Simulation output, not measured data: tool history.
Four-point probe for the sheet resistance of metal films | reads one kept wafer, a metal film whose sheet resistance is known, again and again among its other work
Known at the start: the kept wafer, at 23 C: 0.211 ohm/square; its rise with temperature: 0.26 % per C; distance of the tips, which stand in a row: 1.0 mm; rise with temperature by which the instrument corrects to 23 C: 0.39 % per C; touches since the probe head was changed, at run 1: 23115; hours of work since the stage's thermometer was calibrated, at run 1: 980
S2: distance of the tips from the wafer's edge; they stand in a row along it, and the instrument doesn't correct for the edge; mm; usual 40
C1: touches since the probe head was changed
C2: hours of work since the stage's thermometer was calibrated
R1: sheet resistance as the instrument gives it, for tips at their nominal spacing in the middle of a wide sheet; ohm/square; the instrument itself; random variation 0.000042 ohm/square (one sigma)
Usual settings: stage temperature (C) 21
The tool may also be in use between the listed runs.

{"run": 1, "day": 0.0, "stage temperature (C)": 21, "S2": 40, "C1": 23115, "C2": 980, "R1": 0.211104}
{"run": 2, "day": 0.558, "stage temperature (C)": 21, "S2": 40, "C1": 23583, "C2": 990, "R1": 0.210913}
{"run": 3, "day": 1.162, "stage temperature (C)": 21, "S2": 40, "C1": 24091, "C2": 1001, "R1": 0.211023}
{"run": 4, "day": 1.65, "stage temperature (C)": 32, "S2": 40, "C1": 24503, "C2": 1010, "R1": 0.208032}
{"run": 5, "day": 2.229, "stage temperature (C)": 21, "S2": 10, "C1": 24989, "C2": 1021, "R1": 0.21204}
{"run": 6, "day": 2.925, "stage temperature (C)": 35, "S2": 40, "C1": 25575, "C2": 1034, "R1": 0.207292}
{"day": 2.996, "done": "stage's thermometer calibrated"}
{"run": 7, "day": 3.583, "stage temperature (C)": 35, "S2": 40, "C1": 26111, "C2": 11, "R1": 0.207209}
{"run": 8, "day": 4.175, "stage temperature (C)": 21, "S2": 16, "C1": 26608, "C2": 22, "R1": 0.21113}
{"run": 9, "day": 4.554, "stage temperature (C)": 32, "S2": 22, "C1": 26925, "C2": 29, "R1": 0.208115}
{"run": 10, "day": 4.967, "stage temperature (C)": 24, "S2": 66, "C1": 27273, "C2": 36, "R1": 0.210044}
{"run": 11, "day": 5.471, "stage temperature (C)": 22, "S2": 7, "C1": 27695, "C2": 46, "R1": 0.21279}
{"run": 12, "day": 5.996, "stage temperature (C)": 22, "S2": 7, "C1": 28137, "C2": 55, "R1": 0.212764}
{"day": 6.325, "done": "stage's thermometer calibrated, once more"}
{"run": 13, "day": 6.542, "stage temperature (C)": 24, "S2": 7, "C1": 28580, "C2": 4, "R1": 0.212597}
{"run": 14, "day": 7.033, "stage temperature (C)": 24, "S2": 7, "C1": 28992, "C2": 13, "R1": 0.21256}
{"run": 15, "day": 7.442, "stage temperature (C)": 24, "S2": 7, "C1": 29337, "C2": 21, "R1": 0.212514}

Some steps in R1 between neighbouring runs. How much of each would the tool show without its hidden state too (settings, what came in, random variation), and how much is left for the hidden state, with any gauge scatter that isn't in both results?
The hidden state here: inner tips' distance over the nominal, %; tips' flats over new ones', %; wafer's true temperature over the reading, C; drift of the gauge itself on sheet_ohm, %.
Run 5 -> 6: stage temperature (C) 21 -> 35, S2 10 -> 40. R1 -0.004748 ohm/square: hidden state +0, all else -0.004748.
Run 12 -> 13: stage temperature (C) 22 -> 24, stage's thermometer calibrated, once more. R1 -0.000167 ohm/square: hidden state +0.000323, all else -0.00049.

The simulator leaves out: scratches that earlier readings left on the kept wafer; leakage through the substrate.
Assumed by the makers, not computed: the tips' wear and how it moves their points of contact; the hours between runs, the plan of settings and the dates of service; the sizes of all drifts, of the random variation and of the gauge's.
